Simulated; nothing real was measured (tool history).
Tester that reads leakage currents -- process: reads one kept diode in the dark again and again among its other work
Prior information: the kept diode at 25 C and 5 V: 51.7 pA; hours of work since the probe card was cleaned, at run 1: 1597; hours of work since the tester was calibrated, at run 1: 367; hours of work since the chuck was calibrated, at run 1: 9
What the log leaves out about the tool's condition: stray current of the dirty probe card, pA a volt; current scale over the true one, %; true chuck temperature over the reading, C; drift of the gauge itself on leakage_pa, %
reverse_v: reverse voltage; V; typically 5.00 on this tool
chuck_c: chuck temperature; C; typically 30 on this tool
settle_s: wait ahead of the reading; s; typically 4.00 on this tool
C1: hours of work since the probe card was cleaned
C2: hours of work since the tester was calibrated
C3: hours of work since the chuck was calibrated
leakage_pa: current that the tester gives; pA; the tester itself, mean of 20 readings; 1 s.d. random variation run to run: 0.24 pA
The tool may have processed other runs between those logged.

Run 1, hour 0.0: usual settings; C1 1597; C2 367; C3 9. Result: leakage_pa 77.01 pA.
Run 2, hour 22.8: usual settings; C1 1611; C2 381; C3 23. Result: leakage_pa 76.47 pA.
Run 3, hour 55.5: usual settings; C1 1631; C2 401; C3 43. Result: leakage_pa 76.86 pA.
Run 4, hour 75.8: usual settings but settle_s 1.33 s; C1 1643; C2 413; C3 55. Result: leakage_pa 76.66 pA.
Run 5, hour 95.6: usual settings but settle_s 1.33 s; C1 1655; C2 425; C3 67. Result: leakage_pa 76.62 pA.
Run 6, hour 116.7: usual settings; C1 1668; C2 438; C3 80. Result: leakage_pa 76.71 pA.
Run 7, hour 150.7: usual settings; C1 1688; C2 458; C3 100. Result: leakage_pa 77.08 pA.
Run 8, hour 182.4: usual settings but chuck_c 38 C; C1 1707; C2 477; C3 119. Result: leakage_pa 139.21 pA.
Run 9, hour 212.4: usual settings but chuck_c 38 C; C1 1726; C2 495; C3 137. Result: leakage_pa 140.43 pA.
Run 10, hour 228.5: usual settings but reverse_v 8.36 V, chuck_c 38 C; C1 1735; C2 505; C3 147. Result: leakage_pa 177.97 pA.
Run 11, hour 255.0: usual settings but reverse_v 8.36 V, chuck_c 38 C; C1 1751; C2 521; C3 163. Result: leakage_pa 178.33 pA.
Run 12, hour 270.4: usual settings but reverse_v 8.19 V; C1 1761; C2 530; C3 172. Result: leakage_pa 97.45 pA.
Run 13, hour 303.3: usual settings; C1 1780; C2 550; C3 192. Result: leakage_pa 76.58 pA.
Run 14, hour 320.6: usual settings; C1 1791; C2 561; C3 203. Result: leakage_pa 76.90 pA.
Run 15, hour 349.8: usual settings but reverse_v 12.16 V, chuck_c 42 C; C1 1809; C2 578; C3 220. Result: leakage_pa 282.52 pA.
Run 16, hour 365.2: usual settings but reverse_v 16.98 V, chuck_c 31 C, settle_s 9.25 s; C1 1818; C2 588; C3 230. Result: leakage_pa 147.30 pA.
Run 17, hour 384.0: usual settings but reverse_v 9.12 V, chuck_c 38 C, settle_s 2.19 s; C1 1829; C2 599; C3 241. Result: leakage_pa 185.97 pA.
Run 18, hour 399.7: usual settings but reverse_v 9.12 V, chuck_c 38 C, settle_s 2.19 s; C1 1839; C2 609; C3 250. Result: leakage_pa 185.52 pA.
Run 19, hour 431.9: usual settings but reverse_v 9.12 V, chuck_c 48 C, settle_s 2.19 s; C1 1858; C2 628; C3 270. Result: leakage_pa 377.03 pA.
Run 20, hour 451.6: usual settings but reverse_v 18.81 V, chuck_c 48 C, settle_s 0.35 s; C1 1870; C2 640; C3 282. Result: leakage_pa 532.24 pA.
Run 21, hour 483.5: usual settings but reverse_v 1.35 V, settle_s 0.49 s; C1 1889; C2 659; C3 301. Result: leakage_pa 41.01 pA.
Run 22, hour 504.0: usual settings but reverse_v 1.35 V, settle_s 0.49 s; C1 1902; C2 672; C3 314. Result: leakage_pa 41.02 pA.
Run 23, hour 532.1: usual settings but chuck_c 24 C, settle_s 0.51 s; C1 1919; C2 689; C3 330. Result: leakage_pa 48.47 pA.
Run 24, hour 562.9: usual settings but reverse_v 1.11 V, chuck_c 27 C, settle_s 0.80 s; C1 1937; C2 707; C3 349. Result: leakage_pa 29.48 pA.
Run 25, hour 594.2: usual settings but reverse_v 1.11 V, chuck_c 27 C, settle_s 0.80 s; C1 1956; C2 726; C3 368. Result: leakage_pa 29.73 pA.

3 ways to go on from here, each from the tool as it stands after run 25. What would each give?
Run A, hour 611.3: usual settings but reverse_v 1.11 V, chuck_c 35 C, settle_s 0.34 s; C1 1967; C2 736; C3 378. Result: leakage_pa ?.
Run B, hour 611.3: usual settings but reverse_v 1.11 V, chuck_c 42 C, settle_s 0.36 s; C1 1967; C2 736; C3 378. Result: leakage_pa ?.
Run C, hour 611.3: usual settings but reverse_v 11.18 V, chuck_c 58 C, settle_s 0.60 s; C1 1967; C2 736; C3 378. Result: leakage_pa ?.

run  leakage_pa
  A       54.87
  B       91.14
  C      805.46
Had the tool no hidden state, the same runs would have come out as:
run  leakage_pa
  A       54.87
  B       91.15
  C      805.51

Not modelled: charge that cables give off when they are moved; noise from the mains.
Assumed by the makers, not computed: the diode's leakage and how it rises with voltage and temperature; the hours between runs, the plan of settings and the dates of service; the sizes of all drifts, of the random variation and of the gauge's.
